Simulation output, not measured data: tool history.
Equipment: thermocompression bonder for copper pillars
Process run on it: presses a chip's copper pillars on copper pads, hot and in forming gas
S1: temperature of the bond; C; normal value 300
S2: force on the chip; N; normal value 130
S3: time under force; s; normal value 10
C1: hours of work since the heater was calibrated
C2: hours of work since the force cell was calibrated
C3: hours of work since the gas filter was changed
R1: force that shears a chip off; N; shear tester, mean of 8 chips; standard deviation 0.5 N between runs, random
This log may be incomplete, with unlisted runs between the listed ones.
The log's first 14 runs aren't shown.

run     day   S1   S2  S3   C1   C2   C3    R1
 15   9.771  306  130  10  561  608   71  56.2
 16  10.279  300  130   7  568  616   79  43.9
 17  10.788  300  130   7  576  624   86  44.1
 18  11.279  285  130  10  583  631   94  39.1
 19  11.733  285  130  10  590  638  101  39.2
 20  12.471  285  130  10  601  649  112  39.2
 21  13.212  290  130  10  613  660  123  42.2
 22  13.933  290  130  10  623  671  134  41.9
 23  14.604  290  130  10  634  681  144  42.0
 24  15.583  290  130  10  648  696  159  42.6
 25  16.192  290  130  10  658  705  168  42.2
 26  17.054  292   89  15  671  718  181  36.8
 27  17.500  276  130  12  677  725  188  34.6
     17.967  -- force cell calibrated
 28  18.546  276  130  12  692    9  203  31.7
 29  19.083  276  130  12  700   17  211  32.0
 30  19.729  270  167  10  710   27  221  33.0
 31  20.267  297  190  27  718   35  229  81.4
 32  21.042  325  139  10  730   46  240  66.8
 33  21.817  299   98   6  742   58  252  27.4
 34  22.300  311  139  22  749   65  259  73.9
 35  23.221  311   95   5  763   79  273  30.1
 36  23.654  330   84   9  769   86  280  45.1
     23.804  -- heater calibrated with a thermocouple chip
 37  24.275  325  174   7    7   94  288  80.1
 38  24.879  325  174   7   16  103  297  78.7
 39  25.512  325  174   7   26  113  307  78.3

Consider 3 possible next runs. They are alternatives, not a sequence: every one starts from the tool as it was left by run 39. What does each give?
     25.804  -- forming gas filter changed
  A  26.354  325  109   7  38  125   8   ?
     25.804  -- forming gas filter changed
  B  26.354  308   90  21  38  125   8   ?
     25.804  -- forming gas filter changed
  C  26.354  300   83  20  38  125   8   ?

run    R1
  A  59.0
  B  59.1
  C  48.3
Had the tool no hidden state, the same runs would have come out as:
run    R1
  A  57.9
  B  58.0
  C  47.3

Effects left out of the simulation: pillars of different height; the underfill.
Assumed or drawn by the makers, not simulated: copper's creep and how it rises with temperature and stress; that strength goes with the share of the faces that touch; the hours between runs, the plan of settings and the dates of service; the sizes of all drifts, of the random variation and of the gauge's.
